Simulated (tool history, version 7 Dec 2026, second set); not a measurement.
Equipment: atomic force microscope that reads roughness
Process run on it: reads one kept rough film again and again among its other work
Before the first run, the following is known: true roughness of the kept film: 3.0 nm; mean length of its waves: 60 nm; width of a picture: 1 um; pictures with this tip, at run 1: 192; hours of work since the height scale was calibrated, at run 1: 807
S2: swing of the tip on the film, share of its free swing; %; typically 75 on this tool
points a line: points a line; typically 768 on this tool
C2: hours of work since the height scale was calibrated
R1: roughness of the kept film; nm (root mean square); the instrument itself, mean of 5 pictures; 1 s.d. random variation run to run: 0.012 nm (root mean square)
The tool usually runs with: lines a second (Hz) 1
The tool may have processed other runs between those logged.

{"run": 1, "hour": 0.0, "lines a second (Hz)": 1, "S2": 75, "points a line": 768, "pictures with this tip": 192, "C2": 807, "R1": 2.754}
{"run": 2, "hour": 42.9, "lines a second (Hz)": 1, "S2": 75, "points a line": 768, "pictures with this tip": 222, "C2": 825, "R1": 2.749}
{"run": 3, "hour": 75.7, "lines a second (Hz)": 1, "S2": 75, "points a line": 768, "pictures with this tip": 244, "C2": 839, "R1": 2.717}
{"run": 4, "hour": 106.0, "lines a second (Hz)": 1, "S2": 75, "points a line": 768, "pictures with this tip": 265, "C2": 851, "R1": 2.751}
{"hour": 122.0, "done": "new tip fitted"}
{"run": 5, "hour": 136.6, "lines a second (Hz)": 1, "S2": 75, "points a line": 768, "pictures with this tip": 10, "C2": 864, "R1": 2.831}
{"run": 6, "hour": 169.8, "lines a second (Hz)": 1, "S2": 75, "points a line": 768, "pictures with this tip": 33, "C2": 878, "R1": 2.831}
{"run": 7, "hour": 205.8, "lines a second (Hz)": 1, "S2": 75, "points a line": 768, "pictures with this tip": 58, "C2": 893, "R1": 2.817}
{"run": 8, "hour": 255.8, "lines a second (Hz)": 1, "S2": 75, "points a line": 768, "pictures with this tip": 92, "C2": 913, "R1": 2.815}
{"run": 9, "hour": 278.5, "lines a second (Hz)": 1, "S2": 75, "points a line": 768, "pictures with this tip": 108, "C2": 923, "R1": 2.794}
{"hour": 282.9, "done": "height scale calibrated on a step standard"}
{"run": 10, "hour": 329.0, "lines a second (Hz)": 1, "S2": 75, "points a line": 393, "pictures with this tip": 142, "C2": 19, "R1": 2.771}
{"run": 11, "hour": 357.5, "lines a second (Hz)": 1, "S2": 75, "points a line": 393, "pictures with this tip": 162, "C2": 31, "R1": 2.779}
{"run": 12, "hour": 388.0, "lines a second (Hz)": 1, "S2": 75, "points a line": 768, "pictures with this tip": 183, "C2": 44, "R1": 2.782}
{"run": 13, "hour": 410.9, "lines a second (Hz)": 1.15, "S2": 75, "points a line": 768, "pictures with this tip": 199, "C2": 53, "R1": 2.744}
{"run": 14, "hour": 451.0, "lines a second (Hz)": 1.15, "S2": 75, "points a line": 768, "pictures with this tip": 227, "C2": 70, "R1": 2.728}
{"hour": 467.8, "done": "height scale calibrated on a step standard, once more"}
{"run": 15, "hour": 490.0, "lines a second (Hz)": 1, "S2": 73, "points a line": 952, "pictures with this tip": 253, "C2": 9, "R1": 2.76}
{"hour": 520.9, "done": "new tip fitted"}
{"run": 16, "hour": 520.9, "lines a second (Hz)": 0.79, "S2": 75, "points a line": 683, "pictures with this tip": 0, "C2": 22, "R1": 2.861}
{"run": 17, "hour": 551.3, "lines a second (Hz)": 1.11, "S2": 84, "points a line": 683, "pictures with this tip": 21, "C2": 35, "R1": 2.798}
{"run": 18, "hour": 594.3, "lines a second (Hz)": 1, "S2": 63, "points a line": 521, "pictures with this tip": 51, "C2": 53, "R1": 2.858}
{"run": 19, "hour": 628.0, "lines a second (Hz)": 1.06, "S2": 63, "points a line": 709, "pictures with this tip": 74, "C2": 67, "R1": 2.885}
{"run": 20, "hour": 654.1, "lines a second (Hz)": 1.06, "S2": 63, "points a line": 709, "pictures with this tip": 92, "C2": 77, "R1": 2.873}
{"run": 21, "hour": 704.5, "lines a second (Hz)": 0.87, "S2": 63, "points a line": 812, "pictures with this tip": 127, "C2": 98, "R1": 2.842}
{"run": 22, "hour": 740.7, "lines a second (Hz)": 0.52, "S2": 70, "points a line": 575, "pictures with this tip": 152, "C2": 113, "R1": 2.821}
{"run": 23, "hour": 772.4, "lines a second (Hz)": 0.82, "S2": 66, "points a line": 768, "pictures with this tip": 174, "C2": 127, "R1": 2.824}
{"run": 24, "hour": 813.0, "lines a second (Hz)": 0.62, "S2": 56, "points a line": 768, "pictures with this tip": 202, "C2": 144, "R1": 2.844}
{"run": 25, "hour": 861.7, "lines a second (Hz)": 1.63, "S2": 82, "points a line": 313, "pictures with this tip": 236, "C2": 164, "R1": 2.674}
{"run": 26, "hour": 884.4, "lines a second (Hz)": 1.63, "S2": 65, "points a line": 260, "pictures with this tip": 252, "C2": 173, "R1": 2.763}

Measured minus without-hidden-state, run by run (identical run-to-run variation in each term; gauge scatter may differ):
Hidden state present: radius of the tip, nm; height scale over the true one, %; drift of the gauge itself on roughness_nm, %.
run=1 R1=-0.102
run=2 R1=-0.113
run=3 R1=-0.12
run=4 R1=-0.129
run=5 R1=-0.027
run=6 R1=-0.036
run=7 R1=-0.046
run=8 R1=-0.06
run=9 R1=-0.065
run=10 R1=-0.082
run=11 R1=-0.09
run=12 R1=-0.097
run=13 R1=-0.101
run=14 R1=-0.112
run=15 R1=-0.095
run=16 R1=-0.001
run=17 R1=-0.01
run=18 R1=-0.022
run=19 R1=-0.032
run=20 R1=-0.038
run=21 R1=-0.053
run=22 R1=-0.062
run=23 R1=-0.071
run=24 R1=-0.084
run=25 R1=-0.091
run=26 R1=-0.1
